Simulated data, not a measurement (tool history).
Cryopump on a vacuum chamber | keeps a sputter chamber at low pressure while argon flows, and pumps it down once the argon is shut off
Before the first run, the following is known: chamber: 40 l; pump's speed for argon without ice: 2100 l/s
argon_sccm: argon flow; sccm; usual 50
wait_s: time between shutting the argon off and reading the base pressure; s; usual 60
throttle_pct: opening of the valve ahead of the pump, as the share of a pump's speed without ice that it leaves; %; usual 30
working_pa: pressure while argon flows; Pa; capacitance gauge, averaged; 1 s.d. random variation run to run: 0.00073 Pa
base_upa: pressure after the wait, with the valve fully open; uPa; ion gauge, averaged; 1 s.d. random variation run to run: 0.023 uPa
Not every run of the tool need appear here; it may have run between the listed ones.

run 1 hour=0.0 | argon_sccm=50 wait_s=60 throttle_pct=30 | working_pa=0.1382 base_upa=0.94
run 2 hour=11.5 | argon_sccm=50 wait_s=60 throttle_pct=30 | working_pa=0.1393 base_upa=0.92
run 3 hour=19.1 | argon_sccm=50 wait_s=60 throttle_pct=30 | working_pa=0.1377 base_upa=0.93
run 4 hour=33.5 | argon_sccm=50 wait_s=60 throttle_pct=30 | working_pa=0.1397 base_upa=0.95
run 5 hour=41.0 | argon_sccm=50 wait_s=60 throttle_pct=30 | working_pa=0.1385 base_upa=0.92
run 6 hour=49.2 | argon_sccm=50 wait_s=60 throttle_pct=19 | working_pa=0.2169 base_upa=0.93
run 7 hour=55.5 | argon_sccm=50 wait_s=60 throttle_pct=19 | working_pa=0.2151 base_upa=0.97
run 8 hour=66.1 | argon_sccm=57 wait_s=60 throttle_pct=30 | working_pa=0.1581 base_upa=0.99
run 9 hour=77.3 | argon_sccm=50 wait_s=60 throttle_pct=30 | working_pa=0.1399 base_upa=0.97
run 10 hour=88.5 | argon_sccm=50 wait_s=60 throttle_pct=32 | working_pa=0.1303 base_upa=0.97
run 11 hour=95.3 | argon_sccm=50 wait_s=267 throttle_pct=32 | working_pa=0.1312 base_upa=0.44
run 12 hour=108.8 | argon_sccm=50 wait_s=24 throttle_pct=30 | working_pa=0.1396 base_upa=2.01
run 13 hour=117.4 | argon_sccm=50 wait_s=24 throttle_pct=30 | working_pa=0.1388 base_upa=1.99
run 14 hour=124.4 | argon_sccm=50 wait_s=24 throttle_pct=30 | working_pa=0.1384 base_upa=1.99
run 15 hour=134.1 | argon_sccm=47 wait_s=26 throttle_pct=15 | working_pa=0.2574 base_upa=1.82
run 16 hour=141.6 | argon_sccm=47 wait_s=26 throttle_pct=15 | working_pa=0.2583 base_upa=1.83
run 17 hour=156.5 | argon_sccm=82 wait_s=26 throttle_pct=15 | working_pa=0.4511 base_upa=1.86
run 18 hour=169.9 | argon_sccm=50 wait_s=60 throttle_pct=52 | working_pa=0.0839 base_upa=0.96
run 19 hour=183.5 | argon_sccm=50 wait_s=70 throttle_pct=52 | working_pa=0.0849 base_upa=0.86
run 20 hour=195.9 | argon_sccm=50 wait_s=70 throttle_pct=52 | working_pa=0.0839 base_upa=0.89
run 21 hour=208.1 | argon_sccm=50 wait_s=161 throttle_pct=30 | working_pa=0.1413 base_upa=0.58
run 22 hour=222.9 | argon_sccm=50 wait_s=62 throttle_pct=30 | working_pa=0.1417 base_upa=0.99
run 23 hour=237.5 | argon_sccm=50 wait_s=62 throttle_pct=30 | working_pa=0.1399 base_upa=0.98
run 24 hour=246.2 | argon_sccm=54 wait_s=248 throttle_pct=30 | working_pa=0.1526 base_upa=0.47
run 25 hour=252.9 | argon_sccm=22 wait_s=53 throttle_pct=30 | working_pa=0.0623 base_upa=1.08

Selected run-to-run steps in working_pa, each split into two signed amounts: the part the tool would show with no hidden state at all (from settings, incoming material and random variation), and the remainder, which goes to the hidden state together with any gauge scatter not common to the measured and the hidden-state-free results:
Unlogged tool condition in this case: pump's speed, % of a pump's without ice; cold plate's temperature, K; leak into the chamber, uPa l/s; drift of the gauge itself on working_pa, %; drift of the gauge itself on base_upa, %.
Run 16 -> 17: argon_sccm 47 -> 82. working_pa +0.1928 Pa: hidden state +0.0045, all else +0.1883.
Run 17 -> 18: argon_sccm 82 -> 50, wait_s 26 -> 60, throttle_pct 15 -> 52. working_pa -0.3672 Pa: hidden state -0.0038, all else -0.3634.
Run 24 -> 25: argon_sccm 54 -> 22, wait_s 248 -> 53. working_pa -0.0903 Pa: hidden state -0.0045, all else -0.0858.
